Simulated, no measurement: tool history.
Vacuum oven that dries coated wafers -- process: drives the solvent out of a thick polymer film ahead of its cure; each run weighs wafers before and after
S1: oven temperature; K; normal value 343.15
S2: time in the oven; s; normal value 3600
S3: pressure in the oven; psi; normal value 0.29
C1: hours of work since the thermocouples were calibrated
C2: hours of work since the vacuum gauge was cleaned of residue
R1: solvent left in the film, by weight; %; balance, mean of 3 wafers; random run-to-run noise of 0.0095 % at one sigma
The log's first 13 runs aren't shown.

run   hour      S1    S2     S3   C1   C2     R1
 14  118.8  343.15  3600   0.29  382  146  1.988
 15  129.3  328.15  3600   0.29  387  151  5.105
 16  136.7  328.15  3600   0.29  390  155  5.073
 17  148.6  328.15  3600   0.29  396  160  5.115
 18  160.5  343.15  3600   0.29  401  166  1.973
 19  167.2  343.15  4080  0.512  404  169  2.708
 20  172.4  348.15  3480    0.4  407  171  1.799
 21  180.2  348.15  6180   0.56  410  175  2.049
 22  191.7  330.15  3600  0.205  416  180   4.06
 23  199.7  330.15  3600  0.205  419  184  4.035
 24    211  350.15  3600   0.29  425  190  1.208
 25  220.5  354.15  6000   0.29  429  194  0.833
 26  230.5  354.15  6000   0.29  434  199  0.857
 27  237.3  354.15  6000   0.29  437  202  0.854
 28  248.6  343.15  3960  0.802  442  207  3.967
 29  256.2  330.15  2340  0.585  446  211  7.492
 30  268.5  346.15  2160  1.083  451  216  5.358

Run 31 is up next; what results do you expect?
 31  275.9  346.15  2160  1.083  455  220   ?

Run 31 came out at R1 5.338 %.
On a tool with no hidden condition, and with the same random variation, this run would have come out at R1 5.575 %.
